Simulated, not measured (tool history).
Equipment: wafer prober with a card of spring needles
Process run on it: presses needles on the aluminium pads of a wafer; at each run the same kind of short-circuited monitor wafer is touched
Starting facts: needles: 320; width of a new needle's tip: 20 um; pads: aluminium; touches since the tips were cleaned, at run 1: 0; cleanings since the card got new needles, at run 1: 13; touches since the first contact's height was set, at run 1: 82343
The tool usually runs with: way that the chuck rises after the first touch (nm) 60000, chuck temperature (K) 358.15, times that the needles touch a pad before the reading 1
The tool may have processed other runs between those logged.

run   hour  way that the chuck rises after the first touch (nm)  chuck temperature (K)  times that the needles touch a pad before the reading  touches since the tips were cleaned  cleanings since the card got new needles  touches since the first contact's height was set  resistance of one needle with its contact and lead (mohm)  way that a needle slides on the pad (nm)
  1      0                                                60000                 358.15                                                      1                                    0                                        13                                             82343                                                        145                                      9470
  2   15.5                                                60000                 358.15                                                      1                                 3703                                        13                                             86046                                                        180                                      9470
      23.5  -- tips cleaned on abrasive film
  3   43.7                                                60000                 358.15                                                      1                                 4834                                        14                                             92752                                                        179                                      9460
      47.1  -- tips cleaned on abrasive film
  4   59.7                                                60000                 313.15                                                      1                                 3007                                        15                                             96544                                                        174                                      9460
      72.1  -- tips cleaned on abrasive film
  5     76                                                60000                 326.15                                                      1                                  920                                        16                                            100399                                                        158                                      9490
      96.1  -- tips cleaned on abrasive film
  6  103.1                                                60000                 326.15                                                      2                                 1666                                        17                                            106844                                                        153                                      9450
     120.3  -- tips cleaned on abrasive film
  7  123.2                                                60000                 326.15                                                      2                                  701                                        18                                            111639                                                        148                                      9430
  8  137.3                                                60000                 326.15                                                      2                                 4062                                        18                                            115000                                                        163                                      9380
     143.6  -- tips cleaned on abrasive film
  9  163.7                                                60000                 326.15                                                      2                                 4799                                        19                                            121269                                                        163                                      9340
     167.3  -- tips cleaned on abrasive film
 10  179.4                                                60000                 358.15                                                      1                                 2894                                        20                                            125003                                                        177                                      9390
     190.6  -- tips cleaned on abrasive film
 11  196.7                                                60000                 358.15                                                      1                                 1451                                        21                                            129098                                                        169                                      9320
     213.6  -- tips cleaned on abrasive film
 12  214.3                                                60000                 358.15                                                      1                                  173                                        22                                            133280                                                        147                                      9320
     236.7  -- tips cleaned on abrasive film
 13  237.7                                                60000                 305.15                                                      1                                  259                                        23                                            138844                                                        144                                      9330
 14    251                                                60000                 305.15                                                      1                                 3419                                        23                                            142004                                                        177                                      9340
     260.5  -- tips cleaned on abrasive film
 15  267.1                                                60000                 358.15                                                      1                                 1583                                        24                                            145827                                                        174                                      9280
 16  280.7                                                60000                 358.15                                                      1                                 4841                                        24                                            149085                                                        188                                      9320
     283.5  -- tips cleaned on abrasive film
       295  -- height of the first contact set anew
 17  306.4                                                60000                 395.15                                                      1                                 5379                                        25                                              2715                                                        192                                      9220
     307.7  -- tips cleaned on abrasive film
 18  319.1                                                58000                 395.15                                                      1                                 2710                                        26                                              5724                                                        186                                      8970
       331  -- tips cleaned on abrasive film
 19  338.8                                                58000                 395.15                                                      1                                 1877                                        27                                             10418                                                        182                                      8850
     354.3  -- tips cleaned on abrasive film
 20  361.4                                                58000                 338.15                                                      3                                 1691                                        28                                             15771                                                        154                                      8900
     377.6  -- tips cleaned on abrasive film
 21  377.6                                                41000                 331.15                                                      1                                    0                                        29                                             19623                                                        151                                      6060
     401.7  -- tips cleaned on abrasive film
 22  404.8                                                60000                 358.15                                                      2                                  737                                        30                                             26088                                                        157                                      9110
     412.2  -- height of the first contact set anew, once more
     424.8  -- tips cleaned on abrasive film
 23  425.6                                                60000                 358.15                                                      2                                  193                                        31                                              3187                                                        147                                      9740
     448.5  -- tips cleaned on abrasive film
 24  448.7                                                60000                 358.15                                                      2                                   57                                        32                                              8670                                                        144                                      9670
     471.5  -- tips cleaned on abrasive film
 25  472.8                                                60000                 330.15                                                      1                                  330                                        33                                             14407                                                        146                                      9670
       495  -- tips cleaned on abrasive film
 26    498                                                52000                 358.15                                                      2                                  722                                        34                                             20385                                                        159                                      8360
     517.9  -- tips cleaned on abrasive film
 27  523.8                                                52000                 343.15                                                      2                                 1405                                        35                                             26524                                                        160                                      8320
     540.8  -- tips cleaned on abrasive film
 28  541.8                                                44000                 358.15                                                      1                                  247                                        36                                             30792                                                        163                                      7100
 29  555.7                                                44000                 358.15                                                      1                                 3566                                        36                                             34111                                                        220                                      7010
       564  -- tips cleaned on abrasive film
 30  577.8                                                60000                 315.15                                                      1                                 3308                                        37                                             39367                                                        176                                      9560
     588.2  -- tips cleaned on abrasive film
 31  594.3                                                60000                 315.15                                                      1                                 1449                                        38                                             43262                                                        160                                      9590
 32  610.7                                                72000                 315.15                                                      1                                 5384                                        38                                             47197                                                        169                                     11510
     612.7  -- tips cleaned on abrasive film
 33  622.8                                                60000                 340.15                                                      1                                 2397                                        39                                             50049                                                        175                                      9620

Alternative continuations, all from the tool just after run 33; predict every row:
     635.7  -- tips cleaned on abrasive film
  A  647.2                                                50000                 355.15                                                      1                                 2743                                        40                                             55858                                                          ?                                         ?
     635.7  -- tips cleaned on abrasive film
  B  647.2                                                60000                 340.15                                                      2                                 2743                                        40                                             55858                                                          ?                                         ?
     635.7  -- tips cleaned on abrasive film
  C  647.2                                                66000                 358.15                                                      1                                 2743                                        40                                             55858                                                          ?                                         ?
     635.7  -- tips cleaned on abrasive film
  D  647.2                                                60000                 314.15                                                      1                                 2743                                        40                                             55858                                                          ?                                         ?

run  resistance of one needle with its contact and lead (mohm)  way that a needle slides on the pad (nm)
  A                                                        195                                      7890
  B                                                        162                                      9610
  C                                                        176                                     10580
  D                                                        173                                      9580
With the hidden condition removed and each run's random variation left untouched, the same runs would have given:
run  resistance of one needle with its contact and lead (mohm)  way that a needle slides on the pad (nm)
  A                                                        143                                      8040
  B                                                        138                                      9760
  C                                                        143                                     10730
  D                                                        133                                      9730
